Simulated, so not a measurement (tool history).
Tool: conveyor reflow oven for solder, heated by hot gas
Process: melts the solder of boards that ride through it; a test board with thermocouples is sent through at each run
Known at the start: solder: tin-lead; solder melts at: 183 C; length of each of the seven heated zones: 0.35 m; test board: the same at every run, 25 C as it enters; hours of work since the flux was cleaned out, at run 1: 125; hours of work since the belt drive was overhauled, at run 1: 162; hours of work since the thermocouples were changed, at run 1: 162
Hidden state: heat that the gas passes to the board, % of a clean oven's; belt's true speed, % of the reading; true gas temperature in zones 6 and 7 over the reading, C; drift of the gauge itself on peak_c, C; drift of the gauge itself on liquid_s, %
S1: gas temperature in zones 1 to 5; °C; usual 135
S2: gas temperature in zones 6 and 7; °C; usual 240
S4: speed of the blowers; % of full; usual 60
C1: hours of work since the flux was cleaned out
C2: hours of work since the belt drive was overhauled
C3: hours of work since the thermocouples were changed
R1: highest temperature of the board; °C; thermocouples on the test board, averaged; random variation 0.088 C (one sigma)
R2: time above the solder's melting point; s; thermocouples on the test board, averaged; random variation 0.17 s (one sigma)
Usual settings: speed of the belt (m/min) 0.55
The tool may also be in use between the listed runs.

{"run": 1, "hour": 0.0, "S1": 135, "S2": 240, "speed of the belt (m/min)": 0.55, "S4": 60, "C1": 125, "C2": 162, "C3": 162, "R1": 222.45, "R2": 59.8}
{"run": 2, "hour": 26.3, "S1": 135, "S2": 240, "speed of the belt (m/min)": 0.55, "S4": 60, "C1": 143, "C2": 180, "C3": 180, "R1": 222.42, "R2": 60.1}
{"run": 3, "hour": 41.0, "S1": 135, "S2": 240, "speed of the belt (m/min)": 0.55, "S4": 60, "C1": 153, "C2": 190, "C3": 190, "R1": 222.37, "R2": 59.8}
{"hour": 58.7, "done": "flux residue cleaned out of gas plates and filters"}
{"run": 4, "hour": 58.7, "S1": 135, "S2": 240, "speed of the belt (m/min)": 0.55, "S4": 60, "C1": 0, "C2": 199, "C3": 199, "R1": 222.5, "R2": 59.9}
{"run": 5, "hour": 72.9, "S1": 135, "S2": 240, "speed of the belt (m/min)": 0.55, "S4": 60, "C1": 10, "C2": 209, "C3": 209, "R1": 222.45, "R2": 59.8}
{"run": 6, "hour": 97.3, "S1": 135, "S2": 240, "speed of the belt (m/min)": 0.55, "S4": 60, "C1": 27, "C2": 226, "C3": 226, "R1": 222.43, "R2": 59.9}
{"run": 7, "hour": 117.4, "S1": 135, "S2": 240, "speed of the belt (m/min)": 0.444, "S4": 60, "C1": 41, "C2": 240, "C3": 240, "R1": 228.86, "R2": 80.3}
{"run": 8, "hour": 128.6, "S1": 135, "S2": 240, "speed of the belt (m/min)": 0.444, "S4": 60, "C1": 48, "C2": 247, "C3": 247, "R1": 228.82, "R2": 80}
{"run": 9, "hour": 156.2, "S1": 135, "S2": 240, "speed of the belt (m/min)": 0.485, "S4": 60, "C1": 68, "C2": 267, "C3": 267, "R1": 226.28, "R2": 71.3}
{"run": 10, "hour": 173.8, "S1": 135, "S2": 240, "speed of the belt (m/min)": 0.485, "S4": 60, "C1": 80, "C2": 279, "C3": 279, "R1": 226.39, "R2": 71.2}
{"run": 11, "hour": 195.9, "S1": 124, "S2": 253, "speed of the belt (m/min)": 0.55, "S4": 60, "C1": 95, "C2": 294, "C3": 294, "R1": 231.99, "R2": 62.5}
{"run": 12, "hour": 207.7, "S1": 124, "S2": 253, "speed of the belt (m/min)": 0.55, "S4": 60, "C1": 103, "C2": 302, "C3": 302, "R1": 231.85, "R2": 62.7}
{"run": 13, "hour": 234.2, "S1": 134, "S2": 248, "speed of the belt (m/min)": 0.539, "S4": 57, "C1": 122, "C2": 321, "C3": 321, "R1": 228.91, "R2": 65}
{"run": 14, "hour": 245.3, "S1": 134, "S2": 248, "speed of the belt (m/min)": 0.539, "S4": 57, "C1": 129, "C2": 328, "C3": 328, "R1": 229.04, "R2": 64.9}
{"run": 15, "hour": 264.4, "S1": 134, "S2": 248, "speed of the belt (m/min)": 0.539, "S4": 57, "C1": 142, "C2": 341, "C3": 341, "R1": 228.97, "R2": 64.9}
{"run": 16, "hour": 286.9, "S1": 134, "S2": 248, "speed of the belt (m/min)": 0.539, "S4": 57, "C1": 158, "C2": 357, "C3": 357, "R1": 228.93, "R2": 64.9}
{"hour": 298.1, "done": "flux residue cleaned out of gas plates and filters"}
{"run": 17, "hour": 307.2, "S1": 140, "S2": 243, "speed of the belt (m/min)": 0.582, "S4": 89, "C1": 6, "C2": 368, "C3": 368, "R1": 230.57, "R2": 63.1}
{"run": 18, "hour": 319.4, "S1": 135, "S2": 240, "speed of the belt (m/min)": 0.617, "S4": 51, "C1": 15, "C2": 376, "C3": 376, "R1": 214.9, "R2": 47.2}

Forecast run 19:
{"run": 19, "hour": 339.0, "S1": 147, "S2": 240, "speed of the belt (m/min)": 0.655, "S4": 60, "C1": 28, "C2": 390, "C3": 390, "R1": "?", "R2": "?"}

R1: 218.72 °C
R2: 51 s
Without the tool's hidden state the same run would have given R1 218.7 °C, R2 51 s.

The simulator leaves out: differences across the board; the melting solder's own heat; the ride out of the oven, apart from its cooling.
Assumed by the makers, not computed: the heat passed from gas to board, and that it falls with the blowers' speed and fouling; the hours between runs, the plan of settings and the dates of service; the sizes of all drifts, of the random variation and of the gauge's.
